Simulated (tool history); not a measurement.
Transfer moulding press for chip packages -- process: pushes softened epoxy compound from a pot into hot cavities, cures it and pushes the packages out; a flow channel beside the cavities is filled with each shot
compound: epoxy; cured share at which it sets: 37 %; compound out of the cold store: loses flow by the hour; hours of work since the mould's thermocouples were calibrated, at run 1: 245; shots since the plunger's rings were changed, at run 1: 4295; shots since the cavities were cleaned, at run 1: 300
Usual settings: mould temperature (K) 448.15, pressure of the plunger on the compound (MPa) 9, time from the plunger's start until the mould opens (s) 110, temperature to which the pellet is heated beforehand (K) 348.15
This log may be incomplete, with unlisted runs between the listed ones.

run   hour  mould temperature (K)  pressure of the plunger on the compound (MPa)  time from the plunger's start until the mould opens (s)  temperature to which the pellet is heated beforehand (K)  hours of work since the mould's thermocouples were calibrated  shots since the plunger's rings were changed  shots since the cavities were cleaned  incoming compound's hours out of the cold store  length that the compound runs in the flow channel (mm)  greatest force on the pins that push the packages out (N)
  1      0                 448.15                                              9                                                      110                                                    348.15                                                            245                                          4295                                    300                                               27                                                     772                                                        465
  2   18.9                 448.15                                              9                                                      110                                                    348.15                                                            254                                          4443                                    448                                             21.7                                                     783                                                        519
  3     51                 448.15                                              9                                                      110                                                    348.15                                                            269                                          4696                                    701                                              8.2                                                     837                                                        632
  4   64.8                 448.15                                              9                                                      110                                                    348.15                                                            275                                          4805                                    810                                             21.1                                                     788                                                        616
      74.2  -- cavities cleaned with cleaning compound and waxed
  5   86.7                 448.15                                              9                                                      110                                                    348.15                                                            285                                          4965                                     98                                             10.5                                                     821                                                        386
  6  111.3                 448.15                                              9                                                      110                                                    348.15                                                            296                                          5159                                    292                                              8.6                                                     832                                                        470
  7  125.1                 448.15                                              9                                                      110                                                    348.15                                                            302                                          5267                                    400                                             14.8                                                     808                                                        539
  8  151.8                 448.15                                              9                                                      112                                                    352.15                                                            315                                          5477                                    610                                             26.8                                                     760                                                        550
  9  175.9                 448.15                                           8.01                                                      133                                                    348.15                                                            326                                          5666                                    799                                             21.7                                                     726                                                        492
     186.6  -- cavities cleaned with cleaning compound and waxed
 10  192.5                 448.15                                           8.92                                                      110                                                    351.15                                                            333                                          5786                                     47                                             24.9                                                     757                                                        336
     196.5  -- plunger's sealing rings changed
 11  217.6                 444.15                                           7.59                                                      110                                                    348.15                                                            343                                           166                                    224                                             19.6                                                     778                                                        583
     239.2  -- mould's thermocouples calibrated
 12  239.3                 448.15                                           7.31                                                      120                                                    348.15                                                              0                                           321                                    379                                               36                                                     697                                                        437
 13  268.8                 448.15                                           7.31                                                      120                                                    348.15                                                             14                                           553                                    611                                             22.2                                                     744                                                        511
 14  283.3                 448.15                                           7.31                                                      120                                                    348.15                                                             20                                           667                                    725                                             29.9                                                     713                                                        506

Below are 5 alternative next runs, each starting from the tool's condition after run 14. Predict each:
     302.5  -- cavities cleaned with cleaning compound and waxed
  A   306                 443.15                                              9                                                      134                                                    339.15                                                             30                                           834                                     28                                             44.5                                                       ?                                                          ?
     302.5  -- cavities cleaned with cleaning compound and waxed
  B   306                 448.15                                           8.72                                                      110                                                    342.15                                                             30                                           834                                     28                                             47.8                                                       ?                                                          ?
     302.5  -- cavities cleaned with cleaning compound and waxed
  C   306                 447.15                                           7.31                                                      145                                                    348.15                                                             30                                           834                                     28                                             21.5                                                       ?                                                          ?
     302.5  -- cavities cleaned with cleaning compound and waxed
  D   306                 450.15                                           8.39                                                       96                                                    348.15                                                             30                                           834                                     28                                             13.5                                                       ?                                                          ?
     302.5  -- cavities cleaned with cleaning compound and waxed
  E   306                 448.15                                              9                                                      110                                                    353.15                                                             30                                           834                                     28                                             18.3                                                       ?                                                          ?

run  length that the compound runs in the flow channel (mm)  greatest force on the pins that push the packages out (N)
  A                                                     751                                                        301
  B                                                     715                                                        309
  C                                                     743                                                        260
  D                                                     825                                                        395
  E                                                     840                                                        322
Had the tool no hidden state, the same runs would have come out as:
run  length that the compound runs in the flow channel (mm)  greatest force on the pins that push the packages out (N)
  A                                                     759                                                        284
  B                                                     722                                                        292
  C                                                     751                                                        245
  D                                                     834                                                        372
  E                                                     849                                                        304
